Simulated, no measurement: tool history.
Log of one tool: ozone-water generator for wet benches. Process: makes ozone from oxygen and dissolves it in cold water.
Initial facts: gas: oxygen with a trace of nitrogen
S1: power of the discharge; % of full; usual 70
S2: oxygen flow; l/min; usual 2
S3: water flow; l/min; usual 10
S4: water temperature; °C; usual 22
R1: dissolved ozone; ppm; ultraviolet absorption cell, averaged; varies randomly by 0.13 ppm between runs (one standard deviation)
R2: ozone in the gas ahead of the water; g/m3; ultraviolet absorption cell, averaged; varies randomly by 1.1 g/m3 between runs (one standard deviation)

run	day	S1	S2	S3	S4	R1	R2
1	0	70	2	10	22	11.7	174.8
2	6.8	53	2	10	22	9.9	148.5
3	13.788	80	2	10	22	12.6	183.7
4	20.379	80	2	10	22	12.4	181.7
5	24.617	80	2	10	25	11.6	183.3
6	33.121	70	2	10	22	11.1	170.8
7	38.067	70	2	8	22	13.2	168.4
8	46.688	70	2	8	22	15.7	202.2
9	53.362	70	2	8	22	15.7	200.8
10	59.75	70	2	8	22	15.5	198.7
11	66.446	58	2	10	22	11.1	176.1
12	73.567	58	2	10	22	11.4	173.2
13	80.633	70	2	10	22	12.7	196.9
14	84.575	70	2	10	22	13.2	195.7
15	91.708	70	3.39	10	22	13.7	154.9
16	96.362	70	3.39	10	22	13.7	153.6
17	104.492	70	3.39	10	22	13.6	154.1
18	108.142	70	2	7	18	17.7	190.3
19	113.742	70	1.62	7	18	17.2	207.5
20	119.404	70	1.62	7	18	16.8	209
21	123.625	70	1.62	7	18	16.7	204.6
22	127.629	70	2.34	8	22	15.1	177.1
23	134.125	81	2.34	7	22	17.8	193.9
24	140.408	81	2.34	7	23	17.6	191.4
25	148.917	81	2.34	7	15	19.5	191.4
26	157.196	81	2.34	7	15	19.3	189.4
27	163.596	87	2	8	22	15.9	208.4
28	172.308	75	2	8	23	14.5	187.6
29	178.758	70	3.51	11	22	11.7	142.3
30	187.4	61	3.51	11	25	10.4	130.6
31	192.567	61	3.51	11	25	10.6	131.6
32	199.95	54	1.81	10	23	10.1	159.8
33	205.271	68	2.14	15	26	8.1	168.3

Between the runs listed above, the log contained 5 entries, not reproduced here. Where in the sequence does each belong, and how does what the log doesn't record of the tool's condition differ from the listed run before to the listed run after?
Run 7 -> run 8: electrodes of the discharge changed (day 41.221)
  yield of the discharge, % of new electrodes': 83.8 -> 99.7; contactor's efficiency, % of a clean one's: 95.9 -> 95.2; true water temperature over the reading, C: 0.1 -> 0.11
  measured minus no-state result, R1: -2.9 -> -0.5 ppm; R2: -32.7 -> -0.6 g/m3
Run 13 -> run 14: water thermometer calibrated (day 81.021); contactor cleaned (day 82.529)
  yield of the discharge, % of new electrodes': 97.2 -> 96.9; contactor's efficiency, % of a clean one's: 92.6 -> 99.6; true water temperature over the reading, C: 0.15 -> 0.18
  measured minus no-state result, R1: -1 -> -0.5 ppm; R2: -5.7 -> -6.2 g/m3
Run 16 -> run 17: water thermometer calibrated, once more (day 103.892)
  yield of the discharge, % of new electrodes': 96 -> 95.4; contactor's efficiency, % of a clean one's: 98.7 -> 98.1; true water temperature over the reading, C: 0.2 -> 0.04
  measured minus no-state result, R1: -0.7 -> -0.9 ppm; R2: -6.4 -> -7.3 g/m3
Run 29 -> run 30: contactor cleaned (day 181.071)
  yield of the discharge, % of new electrodes': 90.1 -> 89.4; contactor's efficiency, % of a clean one's: 92.3 -> 99.5; true water temperature over the reading, C: 0.12 -> 0.13
  measured minus no-state result, R1: -2 -> -1.2 ppm; R2: -15.6 -> -14.2 g/m3
